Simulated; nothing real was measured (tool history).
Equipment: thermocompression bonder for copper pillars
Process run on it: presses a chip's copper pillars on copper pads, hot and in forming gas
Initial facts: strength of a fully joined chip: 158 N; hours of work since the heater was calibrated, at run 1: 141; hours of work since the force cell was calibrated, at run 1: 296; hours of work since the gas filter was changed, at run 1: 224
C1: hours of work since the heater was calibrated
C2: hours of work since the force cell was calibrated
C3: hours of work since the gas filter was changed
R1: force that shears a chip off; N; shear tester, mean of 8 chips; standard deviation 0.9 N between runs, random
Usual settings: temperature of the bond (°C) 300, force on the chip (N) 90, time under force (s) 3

Run 1, hour 0: usual settings; C1 141; C2 296; C3 224. Result: R1 70 N.
Run 2, hour 30: usual settings; C1 159; C2 313; C3 242. Result: R1 68.7 N.
Run 3, hour 54.3: usual settings but force on the chip (N) 57; C1 173; C2 328; C3 256. Result: R1 46.9 N.
Run 4, hour 70.5: usual settings but time under force (s) 5; C1 183; C2 337; C3 266. Result: R1 81.8 N.
Run 5, hour 93.5: usual settings but time under force (s) 5; C1 196; C2 351; C3 280. Result: R1 81.3 N.
At hour 96.9: heater calibrated with a thermocouple chip.
Run 6, hour 113.6: usual settings but time under force (s) 5; C1 10; C2 361; C3 290. Result: R1 80.3 N.
Run 7, hour 126.7: usual settings but time under force (s) 5; C1 18; C2 369; C3 298. Result: R1 80.3 N.
Run 8, hour 157: usual settings but temperature of the bond (°C) 309, time under force (s) 9; C1 35; C2 387; C3 316. Result: R1 103.5 N.
Run 9, hour 173.6: usual settings but temperature of the bond (°C) 309, time under force (s) 9; C1 45; C2 397; C3 326. Result: R1 102.1 N.
Run 10, hour 192.4: usual settings but temperature of the bond (°C) 288, time under force (s) 7; C1 56; C2 408; C3 337. Result: R1 74.1 N.
Run 11, hour 221.3: usual settings but temperature of the bond (°C) 316, force on the chip (N) 66, time under force (s) 4; C1 73; C2 425; C3 354. Result: R1 69.7 N.
Run 12, hour 244.1: usual settings but temperature of the bond (°C) 307, force on the chip (N) 75, time under force (s) 7; C1 87; C2 438; C3 367. Result: R1 81.8 N.

Predict each of these 3 candidate next runs independently; none follows another, all start after run 12:
At hour 256.6: heater calibrated with a thermocouple chip, once more.
Run A, hour 271.3: usual settings but temperature of the bond (°C) 290, force on the chip (N) 61, time under force (s) 7; C1 9; C2 453; C3 382. Result: R1 ?.
At hour 256.6: heater calibrated with a thermocouple chip, once more.
Run B, hour 271.3: usual settings but temperature of the bond (°C) 307, force on the chip (N) 129, time under force (s) 7; C1 9; C2 453; C3 382. Result: R1 ?.
At hour 256.6: heater calibrated with a thermocouple chip, once more.
Run C, hour 271.3: usual settings but temperature of the bond (°C) 307, time under force (s) 4; C1 9; C2 453; C3 382. Result: R1 ?.

run     R1
  A   62.7
  B  118.1
  C   81.4
With no hidden state in the tool, these same runs would have given:
run     R1
  A   68.1
  B  125.9
  C   87.9
